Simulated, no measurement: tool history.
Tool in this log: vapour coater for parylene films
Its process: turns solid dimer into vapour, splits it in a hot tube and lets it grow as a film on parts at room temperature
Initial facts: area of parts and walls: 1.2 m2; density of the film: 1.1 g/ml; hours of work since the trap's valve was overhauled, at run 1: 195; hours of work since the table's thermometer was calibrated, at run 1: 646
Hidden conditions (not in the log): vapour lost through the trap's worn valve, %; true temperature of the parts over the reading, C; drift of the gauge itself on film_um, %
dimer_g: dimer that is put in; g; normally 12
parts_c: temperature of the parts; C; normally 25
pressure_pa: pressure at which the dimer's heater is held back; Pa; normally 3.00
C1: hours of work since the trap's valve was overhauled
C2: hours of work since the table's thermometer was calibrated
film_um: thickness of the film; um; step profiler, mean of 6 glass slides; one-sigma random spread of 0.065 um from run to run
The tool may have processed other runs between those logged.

{"run": 1, "hour": 0.0, "dimer_g": 12, "parts_c": 25, "pressure_pa": 3.0, "C1": 195, "C2": 646, "film_um": 7.23}
{"run": 2, "hour": 61.5, "dimer_g": 12, "parts_c": 25, "pressure_pa": 3.0, "C1": 239, "C2": 690, "film_um": 7.04}
{"run": 3, "hour": 112.6, "dimer_g": 12, "parts_c": 25, "pressure_pa": 3.0, "C1": 275, "C2": 726, "film_um": 7.03}
{"run": 4, "hour": 149.9, "dimer_g": 16, "parts_c": 25, "pressure_pa": 3.0, "C1": 301, "C2": 753, "film_um": 9.18}
{"hour": 207.0, "done": "trap's valve overhauled"}
{"run": 5, "hour": 214.2, "dimer_g": 16, "parts_c": 25, "pressure_pa": 3.0, "C1": 5, "C2": 796, "film_um": 9.85}
{"run": 6, "hour": 281.5, "dimer_g": 16, "parts_c": 25, "pressure_pa": 3.0, "C1": 53, "C2": 844, "film_um": 9.73}
{"run": 7, "hour": 344.1, "dimer_g": 16, "parts_c": 25, "pressure_pa": 3.0, "C1": 98, "C2": 888, "film_um": 9.56}
{"hour": 362.9, "done": "table's thermometer calibrated"}
{"run": 8, "hour": 385.5, "dimer_g": 16, "parts_c": 25, "pressure_pa": 3.0, "C1": 126, "C2": 16, "film_um": 9.87}
{"run": 9, "hour": 459.6, "dimer_g": 16, "parts_c": 25, "pressure_pa": 4.09, "C1": 179, "C2": 69, "film_um": 9.32}
{"run": 10, "hour": 520.0, "dimer_g": 16, "parts_c": 25, "pressure_pa": 4.09, "C1": 222, "C2": 112, "film_um": 8.99}
{"run": 11, "hour": 567.6, "dimer_g": 12, "parts_c": 25, "pressure_pa": 2.94, "C1": 256, "C2": 146, "film_um": 7.23}
{"run": 12, "hour": 648.7, "dimer_g": 18, "parts_c": 23, "pressure_pa": 6.48, "C1": 313, "C2": 203, "film_um": 9.93}
{"hour": 687.1, "done": "trap's valve overhauled"}
{"run": 13, "hour": 708.0, "dimer_g": 20, "parts_c": 22, "pressure_pa": 3.0, "C1": 15, "C2": 243, "film_um": 14.31}
{"run": 14, "hour": 766.7, "dimer_g": 12, "parts_c": 25, "pressure_pa": 3.73, "C1": 57, "C2": 284, "film_um": 7.12}
{"run": 15, "hour": 847.3, "dimer_g": 12, "parts_c": 21, "pressure_pa": 11.83, "C1": 114, "C2": 342, "film_um": 6.53}
{"run": 16, "hour": 898.3, "dimer_g": 5, "parts_c": 20, "pressure_pa": 4.32, "C1": 150, "C2": 378, "film_um": 3.48}
{"run": 17, "hour": 967.8, "dimer_g": 5, "parts_c": 25, "pressure_pa": 9.04, "C1": 200, "C2": 427, "film_um": 2.39}
{"run": 18, "hour": 1020.8, "dimer_g": 5, "parts_c": 25, "pressure_pa": 9.04, "C1": 237, "C2": 465, "film_um": 2.33}
{"run": 19, "hour": 1101.6, "dimer_g": 5, "parts_c": 25, "pressure_pa": 9.04, "C1": 295, "C2": 522, "film_um": 2.32}

Take each entry between the runs: how does the hidden state at the last listed run before it differ from the hidden state at the first listed run after it?
Run 4 -> run 5: trap's valve overhauled (hour 207.0)
  vapour lost through the trap's worn valve, %: 6.6 -> 0.3; true temperature of the parts over the reading, C: 0.84 -> 0.88
  measured value less the no-hidden-state value, film_um: -1.01 -> -0.41 um
Run 7 -> run 8: table's thermometer calibrated (hour 362.9)
  vapour lost through the trap's worn valve, %: 2.4 -> 3.2; true temperature of the parts over the reading, C: 0.97 -> 0.14
  measured value less the no-hidden-state value, film_um: -0.64 -> -0.38 um
Run 12 -> run 13: trap's valve overhauled (hour 687.1)
  vapour lost through the trap's worn valve, %: 7.4 -> 0.6; true temperature of the parts over the reading, C: 0.33 -> 0.36
  measured value less the no-hidden-state value, film_um: -0.95 -> -0.32 um

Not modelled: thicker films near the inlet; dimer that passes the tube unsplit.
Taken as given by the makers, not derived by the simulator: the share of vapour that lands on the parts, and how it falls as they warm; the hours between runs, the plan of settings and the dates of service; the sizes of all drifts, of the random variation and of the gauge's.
